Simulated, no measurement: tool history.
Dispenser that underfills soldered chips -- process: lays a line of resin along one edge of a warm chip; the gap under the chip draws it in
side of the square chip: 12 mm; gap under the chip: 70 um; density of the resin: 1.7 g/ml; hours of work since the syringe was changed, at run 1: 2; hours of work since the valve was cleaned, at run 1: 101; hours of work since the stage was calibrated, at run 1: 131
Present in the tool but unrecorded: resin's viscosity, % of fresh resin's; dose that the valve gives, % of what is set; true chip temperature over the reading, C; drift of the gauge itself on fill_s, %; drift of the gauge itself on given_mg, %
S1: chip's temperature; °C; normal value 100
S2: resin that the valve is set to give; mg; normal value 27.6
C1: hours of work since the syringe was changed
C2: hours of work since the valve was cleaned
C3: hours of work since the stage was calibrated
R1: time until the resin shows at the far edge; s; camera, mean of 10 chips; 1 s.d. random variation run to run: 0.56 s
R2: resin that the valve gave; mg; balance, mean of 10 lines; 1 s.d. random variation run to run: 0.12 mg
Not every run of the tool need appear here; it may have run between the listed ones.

run   hour   S1    S2  C1   C2   C3     R1     R2
  1      0  100  27.6   2  101  131   56.5  26.65
       5.8  -- new syringe of resin
  2    9.7  100  27.6   3  107  137   61.5  26.48
      13.9  -- new syringe of resin
  3   17.3  100  27.6   2  112  142   59.6  26.51
        22  -- new syringe of resin
      27.9  -- dispensing valve cleaned and set on the balance
  4   27.9  100  27.6   3    0  148   65.4  27.56
      31.4  -- new syringe of resin
  5   32.7  100  27.6   1    3  151   53.9  27.74
      39.6  -- new syringe of resin
  6   41.2  100  27.6   1    8  157   54.3  27.37
      48.2  -- new syringe of resin
  7   49.9  100  27.6   1   14  162   56.1  27.49
  8   55.6  100  27.6   5   18  166   75.2  27.52
      56.8  -- new syringe of resin
        65  -- new syringe of resin
  9     65  100  27.6   0   24  172     50  27.32
 10   70.7  110  27.6   4   27  176   46.1  27.29
      73.3  -- new syringe of resin
 11   80.3  100  35.9   5   33  182   73.8  35.51
      81.5  -- new syringe of resin
      89.6  -- new syringe of resin
 12   89.8  102  27.6   0   39  188   48.1  27.31
 13   96.7  100  27.6   5   44  192   73.8  27.01
      97.9  -- new syringe of resin
 14  103.6  100  27.6   4   48  197   68.1  27.25
     106.5  -- new syringe of resin
 15  108.5  110  32.7   1   51  200   37.8  32.06
     114.7  -- new syringe of resin
 16  117.7  110  32.9   2   57  205   38.6  32.27
     122.8  -- new syringe of resin
 17  127.9  111  33.8   3   64  212   42.8  33.22
       131  -- new syringe of resin
 18  137.1  115  33.8   4   70  218   39.4  32.95
     139.3  -- new syringe of resin
 19  146.9  101  32.9   5   76  224   73.3  32.09
     147.7  -- new syringe of resin
       156  -- new syringe of resin
 20  156.8  101  32.9   1   82  230   50.9  31.73
     164.1  -- new syringe of resin
 21  166.9  105  26.1   2   88  237   49.3  25.34
     172.3  -- new syringe of resin
 22  173.5  105  26.1   1   93  241   46.4  25.06
     180.3  -- new syringe of resin
 23    182  105  26.1   1   98  246   45.7  25.08
       189  -- new syringe of resin
 24  192.2   86  33.1   2  105  253  107.7  32.03
     197.5  -- new syringe of resin
 25  198.9   90  24.1   1  109  257   85.3  23.29
 26  203.1   90  24.1   4  112  260  104.8  23.21
     206.1  -- new syringe of resin
 27  211.6   99  34.2   4  117  265   70.8  32.82
     213.9  -- dispensing valve cleaned and set on the balance
     215.5  -- new syringe of resin
 28  219.3  104  26.9   2    3  270   52.8  26.85

Forecast each of these 3 alternatives for the next run:
     223.9  -- new syringe of resin
  A  227.2   98  26.4   2   8  275   ?   ?
     223.9  -- new syringe of resin
  B  227.2  107  27.6   2   8  275   ?   ?
     223.9  -- new syringe of resin
  C  227.2  101  25.4   2   8  275   ?   ?

run    R1     R2
  A    68  26.15
  B    47  27.52
  C  59.1  25.25
What these runs would have given with no unlogged condition in the tool:
run    R1     R2
  A  52.6  26.23
  B  36.5  27.59
  C  45.9  25.32
